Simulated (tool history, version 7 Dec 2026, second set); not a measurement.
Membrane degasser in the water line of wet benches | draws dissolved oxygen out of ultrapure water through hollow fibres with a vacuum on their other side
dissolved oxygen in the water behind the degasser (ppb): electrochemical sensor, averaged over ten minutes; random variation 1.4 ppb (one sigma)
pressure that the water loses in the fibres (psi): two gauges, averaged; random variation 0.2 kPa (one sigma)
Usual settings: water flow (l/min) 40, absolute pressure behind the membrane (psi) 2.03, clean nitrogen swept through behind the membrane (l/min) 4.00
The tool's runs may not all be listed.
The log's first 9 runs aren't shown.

run,hour,water flow (l/min),absolute pressure behind the membrane (psi),clean nitrogen swept through behind the membrane (l/min),hours since the membrane was changed,hours since the vacuum gauge was calibrated,hours since the vacuum lines were made tight,dissolved oxygen in the water behind the degasser (ppb),pressure that the water loses in the fibres (psi)
10,1472.5,53,2.03,4.00,2938,381,6173,370.6,8.905
11,1600.2,53,2.03,4.00,3066,508,6301,372.3,8.946
12,1814.6,40,1.58,4.00,3280,723,6515,201.8,6.749
13,1979.5,40,2.03,6.37,3445,888,6680,181.8,6.717
# hour 2122.0: vacuum gauge calibrated, once more
14,2177.5,40,3.77,6.37,3642,56,6878,353.7,6.737
15,2295.8,40,3.77,6.37,3761,174,6996,355.2,6.773
16,2468.3,40,3.77,6.37,3933,346,7168,352.1,6.744
17,2595.9,40,2.03,1.94,4061,474,7296,487.0,6.750
18,2780.9,40,2.03,1.94,4246,659,7481,491.1,6.759
19,2868.2,40,2.03,1.94,4333,746,7568,491.2,6.762
20,3066.7,40,2.03,1.94,4532,945,7767,488.9,6.770
21,3228.4,39,2.03,2.26,4693,1106,7928,423.0,6.586
22,3323.0,44,1.71,2.84,4788,1201,8023,327.4,7.452
23,3460.2,27,2.65,2.43,4925,1338,8160,386.4,4.566
24,3588.3,27,2.65,2.43,5053,1466,8288,389.9,4.527
25,3686.4,27,2.65,2.43,5151,1564,8386,387.5,4.572
26,3799.2,27,2.65,2.43,5264,1677,8499,388.6,4.622
27,3954.4,43,2.65,9.74,5419,1832,8654,186.0,7.337
28,4085.0,53,2.70,4.39,5550,1963,8785,467.9,9.018
29,4258.6,40,3.07,6.01,5724,2137,8959,305.4,6.788
30,4411.6,40,2.10,4.00,5877,2290,9112,282.3,6.844
31,4552.7,40,2.10,4.00,6018,2431,9253,281.9,6.762

4 ways to go on from here, each from the tool as it stands after run 31. What would each give?
A,4684.6,37,3.84,4.09,6150,2563,9385,?,?
B,4684.6,40,5.05,4.00,6150,2563,9385,?,?
C,4684.6,40,4.00,7.62,6150,2563,9385,?,?
D,4684.6,40,2.10,2.36,6150,2563,9385,?,?

run,dissolved oxygen in the water behind the degasser (ppb),pressure that the water loses in the fibres (psi)
A,496.8,6.348
B,723.1,6.812
C,323.4,6.841
D,437.6,6.846
Without the tool's hidden state the same runs would have given:
run,dissolved oxygen in the water behind the degasser (ppb),pressure that the water loses in the fibres (psi)
A,485.0,6.132
B,708.4,6.580
C,314.0,6.608
D,425.6,6.612
